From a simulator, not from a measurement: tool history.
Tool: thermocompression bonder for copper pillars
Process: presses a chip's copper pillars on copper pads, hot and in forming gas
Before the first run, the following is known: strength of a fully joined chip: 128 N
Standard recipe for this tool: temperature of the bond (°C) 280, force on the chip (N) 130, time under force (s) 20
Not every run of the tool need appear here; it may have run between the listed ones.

run   hour  temperature of the bond (°C)  force on the chip (N)  time under force (s)  force that shears a chip off (N)
  1      0                           280                    130                    20                              57.1
  2   43.8                           280                    130                    20                              56.3
      67.3  -- heater calibrated with a thermocouple chip
  3   97.3                           280                    130                    20                              48.9
  4  132.4                           280                    130                    20                              50.2
  5  170.2                           280                    130                    20                              49.8
  6  192.9                           280                    130                    20                              49.2
  7  240.3                           280                    130                    20                              49.9
     246.1  -- force cell calibrated
  8  290.4                           280                    162                    13                              50.7
  9  317.4                           307                    194                    51                             103.6
 10  366.9                           307                    194                    51                               102
     396.6  -- forming gas filter changed
 11  413.5                           299                     90                    20                              46.5
 12  447.7                           280                    143                    21                              60.2
       463  -- force cell calibrated, once more
 13  472.9                           271                     83                    11                                24

Here are 5 independent what-if runs from the current tool condition. What would each one return?
  A  508.3                           304                    144                    16                                 ?
  B  508.3                           291                     97                    41                                 ?
  C  508.3                           302                    109                    48                                 ?
  D  508.3                           266                    101                    20                                 ?
  E  508.3                           271                     83                    26                                 ?

run  force that shears a chip off (N)
  A                              69.5
  B                              61.9
  C                              79.6
  D                              36.7
  E                              35.4
With the hidden condition removed and each run's random variation left untouched, the same runs would have given:
run  force that shears a chip off (N)
  A                              69.2
  B                              61.4
  C                              79.4
  D                              36.2
  E                              34.9
